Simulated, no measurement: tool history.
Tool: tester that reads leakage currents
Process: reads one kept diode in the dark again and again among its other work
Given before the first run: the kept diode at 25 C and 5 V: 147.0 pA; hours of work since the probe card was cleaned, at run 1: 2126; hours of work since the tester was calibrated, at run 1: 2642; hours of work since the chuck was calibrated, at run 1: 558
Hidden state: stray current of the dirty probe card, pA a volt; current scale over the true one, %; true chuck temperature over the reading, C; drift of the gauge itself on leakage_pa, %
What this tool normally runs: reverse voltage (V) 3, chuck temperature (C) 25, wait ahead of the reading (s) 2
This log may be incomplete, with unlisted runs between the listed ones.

run    hour  reverse voltage (V)  chuck temperature (C)  wait ahead of the reading (s)  hours of work since the probe card was cleaned  hours of work since the tester was calibrated  hours of work since the chuck was calibrated  current that the tester gives (pA)
  1       0                    3                     25                              2                                            2126                                           2642                                           558                              111.98
         97  -- tester calibrated
  2   167.6                    3                     25                              2                                            2222                                             41                                           654                              111.33
  3   255.2                    3                     55                              2                                            2273                                             92                                           705                              827.78
  4   395.9                    3                     25                              2                                            2354                                            173                                           786                              111.41
  5   531.7                    3                     25                              2                                            2433                                            252                                           865                              111.68
  6   673.3                    3                     25                              2                                            2515                                            334                                           947                              111.58
  7   817.7                    3                     25                              2                                            2599                                            418                                          1031                              111.56
  8   920.6                12.61                     25                              2                                            2659                                            478                                          1091                              244.66
     1030.9  -- chuck's temperature calibrated
  9  1062.3                12.61                     25                              2                                            2740                                            559                                            18                              242.31
 10    1205                12.61                     25                              2                                            2822                                            641                                           101                              245.31
 11  1319.2                12.61                     25                              2                                            2889                                            707                                           167                              243.69
 12  1402.6                12.61                     25                              2                                            2937                                            756                                           216                              243.65
 13  1553.1                 2.86                     25                              2                                            3024                                            843                                           303                              108.59
 14  1662.7                 2.86                     25                              2                                            3088                                            907                                           366                              108.84
 15  1791.8                16.07                     25                              2                                            3163                                            982                                           441                              278.52
     1837.9  -- probe card cleaned and baked
 16  1911.1                    3                     44                              2                                              42                                           1049                                           509                              415.04
 17  1995.2                    3                     44                              2                                              91                                           1098                                           557                              415.16
 18  2159.3                 3.88                     44                              2                                             186                                           1193                                           653                              477.63
 19  2321.3                    3                     25                              2                                             280                                           1287                                           746                              111.87
 20  2471.3                    3                     25                              2                                             367                                           1374                                           833                              112.12
 21  2582.8                    3                     35                           1.56                                             432                                           1438                                           898                              227.34
 22  2742.7                 6.54                     41                           1.05                                             525                                           1531                                           991                               519.9
 23  2821.7                10.43                     42                           3.35                                             570                                           1577                                          1037                              715.35
 24  2954.9                 1.13                     22                           3.35                                             648                                           1654                                          1114                               52.57
     3017.3  -- chuck's temperature calibrated
 25  3102.3                 1.63                     32                           0.54                                             732                                           1738                                            49                              131.33
 26    3265                 1.63                     32                           0.54                                             826                                           1833                                           144                              132.53
 27  3428.1                19.07                     28                           0.51                                             921                                           1927                                           238                              380.82
 28  3564.2                19.07                     28                           0.51                                            1000                                           2006                                           317                              381.52
 29  3664.4                 4.06                     44                           0.86                                            1058                                           2064                                           375                               488.1
 30  3732.6                 4.06                     44                           0.86                                            1097                                           2104                                           415                              490.55
 31  3892.4                 1.71                     44                           0.86                                            1190                                           2197                                           507                              305.65
 32  3964.4                 4.91                     26                           0.86                                            1232                                           2238                                           549                              156.85
 33  4067.1                 2.06                     37                           0.33                                            1291                                           2298                                           609                              212.07
 34  4233.4                 2.06                     37                           0.33                                            1388                                           2394                                           705                              213.17
 35  4333.3                 4.71                     25                           2.71                                            1446                                           2452                                           763                               142.1
 36  4428.3                    2                     26                              2                                            1501                                           2507                                           818                               96.76
 37  4591.1                 1.89                     26                              2                                            1595                                           2602                                           913                                93.3
 38  4712.5                 8.94                     25                              2                                            1666                                           2672                                           983                              202.34
     4757.4  -- tester calibrated
 39  4872.9                 1.19                     59                           0.92                                            1757                                             67                                          1075                              631.38
 40  4969.9                 1.19                     42                           0.92                                            1814                                            123                                          1131                              220.83

Predict each of these 3 candidate next runs independently; none follows another, all start after run 40:
     5009.8  -- chuck's temperature calibrated
  A  5122.1                 4.75                     42                           0.55                                            1901                                            210                                            65                                   ?
     5009.8  -- chuck's temperature calibrated
  B  5122.1                 2.42                     42                           0.92                                            1901                                            210                                            65                                   ?
     5009.8  -- chuck's temperature calibrated
  C  5122.1                 8.33                     42                           3.27                                            1901                                            210                                            65                                   ?

run  current that the tester gives (pA)
  A                              469.62
  B                              322.19
  C                              633.21
What these runs would have given with no unlogged condition in the tool:
run  current that the tester gives (pA)
  A                              469.57
  B                              322.16
  C                              633.14
